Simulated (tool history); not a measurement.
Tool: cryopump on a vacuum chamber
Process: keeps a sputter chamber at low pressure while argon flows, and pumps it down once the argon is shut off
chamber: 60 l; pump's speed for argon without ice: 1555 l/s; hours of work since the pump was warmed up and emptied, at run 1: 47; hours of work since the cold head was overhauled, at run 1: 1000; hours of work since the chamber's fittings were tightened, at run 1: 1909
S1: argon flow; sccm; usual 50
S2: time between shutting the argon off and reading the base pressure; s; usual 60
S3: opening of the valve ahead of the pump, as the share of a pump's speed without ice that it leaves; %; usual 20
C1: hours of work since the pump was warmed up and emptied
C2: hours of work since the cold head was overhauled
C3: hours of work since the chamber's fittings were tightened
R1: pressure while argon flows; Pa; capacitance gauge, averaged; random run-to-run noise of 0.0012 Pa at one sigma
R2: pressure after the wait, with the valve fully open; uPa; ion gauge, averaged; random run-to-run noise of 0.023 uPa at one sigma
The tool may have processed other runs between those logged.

run	day	S1	S2	S3	C1	C2	C3	R1	R2
1	0.000	50	60	20	47	1000	1909	0.2731	2.39
2	1.567	50	60	22	71	1024	1933	0.2487	2.53
3	2.742	50	60	22	89	1042	1951	0.2490	2.52
4	3.696	50	60	20	103	1057	1965	0.2750	2.52
5	5.012	29	60	20	124	1077	1986	0.1582	2.50
6	6.258	50	60	20	143	1096	2005	0.2739	2.66
7	7.888	50	60	20	168	1121	2030	0.2754	2.55
8	8.738	50	60	20	181	1134	2043	0.2735	2.66
9	9.688	50	60	20	195	1148	2057	0.2753	2.70
10	11.233	50	60	20	219	1172	2081	0.2779	2.67
11	11.917	50	60	20	229	1183	2091	0.2782	2.68
12	12.929	50	60	20	245	1198	2107	0.2761	2.71
13	13.883	50	60	27	260	1213	2121	0.2073	2.80
14	15.404	22	58	40	283	1236	2145	0.0616	2.84
15	16.738	22	58	40	303	1257	2165	0.0619	2.82
16	18.238	99	129	33	326	1280	2188	0.3368	2.58
17	18.958	99	61	22	337	1291	2199	0.5029	2.91
18	20.154	99	61	22	356	1309	2218	0.5044	2.94
19	21.029	50	59	20	369	1322	2231	0.2777	2.90
20	22.425	50	59	20	391	1344	2252	0.2794	3.06
21	23.292	39	83	17	404	1357	2266	0.2551	2.91
22	24.829	45	83	17	427	1381	2289	0.2971	2.87
23	26.212	45	27	29	449	1402	2310	0.1766	3.81
24	27.129	86	60	22	463	1416	2325	0.4422	3.11
# day 27.483: pump warmed up, emptied and cooled again
25	28.738	35	30	49	19	1437	2346	0.0786	3.48
26	29.642	83	30	24	33	1451	2360	0.3812	3.42

Here are 3 independent what-if runs from the current tool condition. What would each one return?
A	30.721	97	113	23	50	1468	2376	?	?
B	30.721	55	21	24	50	1468	2376	?	?
C	30.721	53	103	20	50	1468	2376	?	?

run	R1	R2
A	0.4630	2.59
B	0.2489	4.02
C	0.2896	2.56
Without the tool's hidden state the same runs would have given:
run	R1	R2
A	0.4597	0.55
B	0.2471	1.97
C	0.2878	0.59
